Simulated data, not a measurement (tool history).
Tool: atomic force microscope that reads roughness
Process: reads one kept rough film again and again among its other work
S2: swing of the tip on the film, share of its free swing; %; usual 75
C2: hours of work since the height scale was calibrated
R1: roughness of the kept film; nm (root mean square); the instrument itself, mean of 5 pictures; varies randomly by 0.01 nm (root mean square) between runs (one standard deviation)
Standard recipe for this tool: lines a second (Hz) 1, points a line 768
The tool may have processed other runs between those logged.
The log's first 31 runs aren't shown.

{"run": 32, "hour": 1173.5, "lines a second (Hz)": 0.55, "S2": 67, "points a line": 528, "pictures with this tip": 32, "C2": 1375, "R1": 2.516}
{"run": 33, "hour": 1216.1, "lines a second (Hz)": 0.55, "S2": 67, "points a line": 528, "pictures with this tip": 87, "C2": 1395, "R1": 2.466}
{"run": 34, "hour": 1249.1, "lines a second (Hz)": 0.55, "S2": 81, "points a line": 528, "pictures with this tip": 129, "C2": 1410, "R1": 2.405}
{"run": 35, "hour": 1281.8, "lines a second (Hz)": 0.68, "S2": 75, "points a line": 384, "pictures with this tip": 171, "C2": 1425, "R1": 2.363}
{"run": 36, "hour": 1323.3, "lines a second (Hz)": 3.47, "S2": 57, "points a line": 516, "pictures with this tip": 224, "C2": 1444, "R1": 2.262}
{"run": 37, "hour": 1370.5, "lines a second (Hz)": 2.65, "S2": 75, "points a line": 889, "pictures with this tip": 284, "C2": 1465, "R1": 2.077}
{"run": 38, "hour": 1392.8, "lines a second (Hz)": 1.21, "S2": 80, "points a line": 750, "pictures with this tip": 313, "C2": 1475, "R1": 2.181}
{"run": 39, "hour": 1414.3, "lines a second (Hz)": 1.21, "S2": 80, "points a line": 750, "pictures with this tip": 340, "C2": 1485, "R1": 2.161}
{"hour": 1442.1, "done": "new tip fitted"}
{"run": 40, "hour": 1446.5, "lines a second (Hz)": 1, "S2": 73, "points a line": 768, "pictures with this tip": 6, "C2": 1499, "R1": 2.465}
{"run": 41, "hour": 1494.1, "lines a second (Hz)": 1, "S2": 73, "points a line": 768, "pictures with this tip": 67, "C2": 1521, "R1": 2.411}
{"run": 42, "hour": 1527.6, "lines a second (Hz)": 1.81, "S2": 75, "points a line": 664, "pictures with this tip": 109, "C2": 1536, "R1": 2.263}
{"run": 43, "hour": 1569.3, "lines a second (Hz)": 1.81, "S2": 75, "points a line": 664, "pictures with this tip": 163, "C2": 1555, "R1": 2.242}
{"run": 44, "hour": 1620.5, "lines a second (Hz)": 0.9, "S2": 81, "points a line": 668, "pictures with this tip": 228, "C2": 1579, "R1": 2.277}
{"run": 45, "hour": 1643.9, "lines a second (Hz)": 0.9, "S2": 81, "points a line": 668, "pictures with this tip": 258, "C2": 1589, "R1": 2.257}
{"run": 46, "hour": 1690.1, "lines a second (Hz)": 0.9, "S2": 81, "points a line": 668, "pictures with this tip": 317, "C2": 1610, "R1": 2.231}
{"run": 47, "hour": 1725.8, "lines a second (Hz)": 3.17, "S2": 81, "points a line": 889, "pictures with this tip": 363, "C2": 1627, "R1": 1.889}
{"hour": 1736.3, "done": "new tip fitted"}
{"run": 48, "hour": 1775.7, "lines a second (Hz)": 1, "S2": 75, "points a line": 305, "pictures with this tip": 50, "C2": 1649, "R1": 2.391}
{"run": 49, "hour": 1799.0, "lines a second (Hz)": 1, "S2": 75, "points a line": 305, "pictures with this tip": 80, "C2": 1660, "R1": 2.384}
{"run": 50, "hour": 1821.9, "lines a second (Hz)": 1.32, "S2": 75, "points a line": 801, "pictures with this tip": 109, "C2": 1670, "R1": 2.32}
{"run": 51, "hour": 1860.1, "lines a second (Hz)": 1, "S2": 75, "points a line": 804, "pictures with this tip": 158, "C2": 1687, "R1": 2.358}

3 options for the next run, each taken on its own from the tool as it stands now. Forecast them:
{"run": "A", "hour": 1903.5, "lines a second (Hz)": 0.81, "S2": 75, "points a line": 768, "pictures with this tip": 214, "C2": 1707, "R1": "?"}
{"run": "B", "hour": 1903.5, "lines a second (Hz)": 1, "S2": 77, "points a line": 768, "pictures with this tip": 214, "C2": 1707, "R1": "?"}
{"run": "C", "hour": 1903.5, "lines a second (Hz)": 2.03, "S2": 81, "points a line": 804, "pictures with this tip": 214, "C2": 1707, "R1": "?"}

run=A R1=2.327
run=B R1=2.323
run=C R1=2.107
With the hidden condition removed and each run's random variation left untouched, the same runs would have given:
run=A R1=2.426
run=B R1=2.422
run=C R1=2.197
